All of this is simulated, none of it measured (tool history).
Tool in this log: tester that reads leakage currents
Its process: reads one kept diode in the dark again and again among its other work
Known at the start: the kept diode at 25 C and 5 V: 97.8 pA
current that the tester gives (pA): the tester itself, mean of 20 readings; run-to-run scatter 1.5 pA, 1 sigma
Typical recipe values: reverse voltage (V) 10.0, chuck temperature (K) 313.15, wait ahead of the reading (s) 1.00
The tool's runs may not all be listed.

run    hour  reverse voltage (V)  chuck temperature (K)  wait ahead of the reading (s)  current that the tester gives (pA)
  1     0.0                 10.0                 313.15                           1.00                              449.41
  2   183.8                 10.0                 313.15                           0.35                              449.06
  3   377.7                 10.0                 313.15                           0.35                              450.41
  4   548.4                 10.0                 313.15                           4.15                              441.51
  5   660.6                  2.2                 313.15                           1.00                              204.55
  6   875.9                  2.2                 313.15                           1.00                              203.15
  7  1037.8                 10.0                 313.15                           1.00                              439.80
     1241.5  -- chuck's temperature calibrated
  8  1258.7                 10.0                 313.15                           1.00                              404.63
  9  1436.0                  2.0                 313.15                           1.00                              178.12
 10  1585.7                 17.2                 313.15                           1.00                              532.31
 11  1754.5                 17.2                 313.15                           1.00                              533.72
 12  1902.6                 17.2                 313.15                           1.00                              530.80
 13  2024.4                 17.2                 313.15                           0.85                              529.85

Run 14 has not been measured yet. What should we expect?
     2046.4  -- chuck's temperature calibrated, once more
     2048.4  -- tester calibrated
 14  2158.8                 17.2                 313.15                           0.85                                   ?

Run 14 gave current that the tester gives (pA) 661.56.
On a tool with no hidden condition, and with the same random variation, this run would have come out at current that the tester gives (pA) 647.20.

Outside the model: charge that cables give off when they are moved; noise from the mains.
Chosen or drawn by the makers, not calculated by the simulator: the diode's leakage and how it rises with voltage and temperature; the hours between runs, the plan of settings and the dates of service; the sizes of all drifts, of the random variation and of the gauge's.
